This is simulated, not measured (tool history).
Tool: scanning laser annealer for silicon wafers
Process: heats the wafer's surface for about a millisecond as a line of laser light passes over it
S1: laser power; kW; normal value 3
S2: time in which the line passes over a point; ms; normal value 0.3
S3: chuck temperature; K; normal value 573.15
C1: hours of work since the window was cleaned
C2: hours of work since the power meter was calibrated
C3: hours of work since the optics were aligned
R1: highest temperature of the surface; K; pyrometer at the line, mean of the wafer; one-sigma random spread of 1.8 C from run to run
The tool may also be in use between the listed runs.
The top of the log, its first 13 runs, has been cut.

run     day     S1     S2      S3   C1   C2   C3       R1
 14   6.412  3.176    0.3  573.15  618  193  289  1429.15
 15   6.775  3.164    0.3  573.15  622  198  294  1425.15
 16   7.188  3.164    0.3  573.15  628  203  299  1424.15
 17   7.538  3.164    0.3  610.15  632  207  304  1464.15
 18   8.188  3.164    0.3  610.15  640  215  312  1461.15
 19   8.596  3.164    0.3  610.15  645  221  317  1460.15
 20     8.9      3    0.3  576.15  649  224  321  1383.15
 21   9.279  2.634  0.262  603.15  654  229  326  1265.15
 22   9.708  3.026  0.225  603.15  659  235  331  1303.15
 23  10.038      3  0.308  588.15  663  239  335  1407.15
 24  10.454      3  0.308  588.15  669  244  340  1406.15

Forecast run 25:
 25  10.833  3.165  0.302  552.15  673  249  345   ?

R1: 1406.15 K
Had the tool carried no hidden state, the very same run would have given R1 1430.15 K.
